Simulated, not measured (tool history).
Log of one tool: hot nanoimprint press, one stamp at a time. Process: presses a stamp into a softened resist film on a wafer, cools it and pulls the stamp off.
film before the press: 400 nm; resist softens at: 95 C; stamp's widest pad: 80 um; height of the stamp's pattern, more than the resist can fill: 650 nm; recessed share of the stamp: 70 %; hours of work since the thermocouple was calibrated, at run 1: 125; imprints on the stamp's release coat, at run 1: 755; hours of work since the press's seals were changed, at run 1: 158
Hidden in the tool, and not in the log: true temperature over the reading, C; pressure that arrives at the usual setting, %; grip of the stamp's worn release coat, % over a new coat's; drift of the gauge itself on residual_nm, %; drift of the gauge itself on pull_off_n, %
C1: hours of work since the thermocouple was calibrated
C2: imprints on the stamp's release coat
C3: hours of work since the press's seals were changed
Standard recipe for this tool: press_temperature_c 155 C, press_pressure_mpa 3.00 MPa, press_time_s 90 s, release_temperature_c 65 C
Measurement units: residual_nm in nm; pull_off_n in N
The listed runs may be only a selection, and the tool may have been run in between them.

{"run": 1, "day": 0.0, "press_temperature_c": 155, "press_pressure_mpa": 3.0, "press_time_s": 90, "release_temperature_c": 65, "C1": 125, "C2": 755, "C3": 158, "residual_nm": 194.7, "pull_off_n": 197}
{"day": 0.742, "done": "stamp cleaned and given a new release coat"}
{"run": 2, "day": 3.2, "press_temperature_c": 155, "press_pressure_mpa": 3.0, "press_time_s": 90, "release_temperature_c": 65, "C1": 181, "C2": 285, "C3": 214, "residual_nm": 196.5, "pull_off_n": 196}
{"run": 3, "day": 4.562, "press_temperature_c": 155, "press_pressure_mpa": 3.0, "press_time_s": 67, "release_temperature_c": 65, "C1": 207, "C2": 443, "C3": 240, "residual_nm": 217.0, "pull_off_n": 197}
{"run": 4, "day": 6.35, "press_temperature_c": 155, "press_pressure_mpa": 3.0, "press_time_s": 67, "release_temperature_c": 65, "C1": 241, "C2": 651, "C3": 274, "residual_nm": 215.5, "pull_off_n": 195}
{"day": 7.858, "done": "stamp cleaned and given a new release coat"}
{"run": 5, "day": 9.083, "press_temperature_c": 155, "press_pressure_mpa": 3.0, "press_time_s": 90, "release_temperature_c": 66, "C1": 289, "C2": 142, "C3": 322, "residual_nm": 196.7, "pull_off_n": 196}
{"run": 6, "day": 11.8, "press_temperature_c": 155, "press_pressure_mpa": 3.0, "press_time_s": 90, "release_temperature_c": 57, "C1": 341, "C2": 458, "C3": 374, "residual_nm": 195.5, "pull_off_n": 218}
{"day": 13.2, "done": "plate thermocouple calibrated"}
{"run": 7, "day": 13.804, "press_temperature_c": 155, "press_pressure_mpa": 3.0, "press_time_s": 90, "release_temperature_c": 65, "C1": 12, "C2": 675, "C3": 410, "residual_nm": 194.5, "pull_off_n": 201}
{"day": 15.158, "done": "stamp cleaned and given a new release coat"}
{"run": 8, "day": 15.8, "press_temperature_c": 155, "press_pressure_mpa": 3.0, "press_time_s": 90, "release_temperature_c": 65, "C1": 45, "C2": 74, "C3": 443, "residual_nm": 194.8, "pull_off_n": 200}
{"run": 9, "day": 18.279, "press_temperature_c": 155, "press_pressure_mpa": 3.0, "press_time_s": 90, "release_temperature_c": 65, "C1": 92, "C2": 362, "C3": 490, "residual_nm": 194.1, "pull_off_n": 198}
{"run": 10, "day": 20.267, "press_temperature_c": 155, "press_pressure_mpa": 3.0, "press_time_s": 90, "release_temperature_c": 65, "C1": 130, "C2": 593, "C3": 528, "residual_nm": 194.8, "pull_off_n": 198}
{"run": 11, "day": 21.546, "press_temperature_c": 155, "press_pressure_mpa": 2.9, "press_time_s": 90, "release_temperature_c": 55, "C1": 155, "C2": 741, "C3": 553, "residual_nm": 197.1, "pull_off_n": 223}
{"day": 22.4, "done": "stamp cleaned and given a new release coat"}
{"run": 12, "day": 23.379, "press_temperature_c": 162, "press_pressure_mpa": 1.99, "press_time_s": 137, "release_temperature_c": 58, "C1": 185, "C2": 113, "C3": 583, "residual_nm": 142.3, "pull_off_n": 214}
{"run": 13, "day": 25.492, "press_temperature_c": 162, "press_pressure_mpa": 1.99, "press_time_s": 137, "release_temperature_c": 58, "C1": 226, "C2": 359, "C3": 624, "residual_nm": 144.6, "pull_off_n": 211}
{"run": 14, "day": 27.746, "press_temperature_c": 155, "press_pressure_mpa": 2.0, "press_time_s": 115, "release_temperature_c": 72, "C1": 269, "C2": 620, "C3": 667, "residual_nm": 211.9, "pull_off_n": 184}
{"day": 29.562, "done": "stamp cleaned and given a new release coat"}
{"run": 15, "day": 29.562, "press_temperature_c": 155, "press_pressure_mpa": 4.58, "press_time_s": 173, "release_temperature_c": 65, "C1": 299, "C2": 0, "C3": 697, "residual_nm": 123.8, "pull_off_n": 198}
{"run": 16, "day": 31.275, "press_temperature_c": 155, "press_pressure_mpa": 4.58, "press_time_s": 173, "release_temperature_c": 65, "C1": 331, "C2": 199, "C3": 729, "residual_nm": 123.1, "pull_off_n": 197}

Entry by entry between the runs, the difference in hidden state between the last listed run before and the first listed run after:
After run 1, before run 2: stamp cleaned and given a new release coat (day 0.742)
  true temperature over the reading, C: -0.01 -> -0.02; grip of the stamp's worn release coat, % over a new coat's: 0.2 -> 0.1
After run 4, before run 5: stamp cleaned and given a new release coat (day 7.858)
  true temperature over the reading, C: -0.02 -> -0.03; pressure that arrives at the usual setting, %: 99.96 -> 99.95; grip of the stamp's worn release coat, % over a new coat's: 0.2 -> 0
After run 6, before run 7: plate thermocouple calibrated (day 13.200)
  true temperature over the reading, C: -0.04 -> 0; grip of the stamp's worn release coat, % over a new coat's: 0.1 -> 0.2
After run 7, before run 8: stamp cleaned and given a new release coat (day 15.158)
  pressure that arrives at the usual setting, %: 99.94 -> 99.93; grip of the stamp's worn release coat, % over a new coat's: 0.2 -> 0
After run 11, before run 12: stamp cleaned and given a new release coat (day 22.400)
  true temperature over the reading, C: -0.01 -> -0.02; pressure that arrives at the usual setting, %: 99.92 -> 99.91; grip of the stamp's worn release coat, % over a new coat's: 0.2 -> 0
After run 14, before run 15: stamp cleaned and given a new release coat (day 29.562)
  grip of the stamp's worn release coat, % over a new coat's: 0.2 -> 0
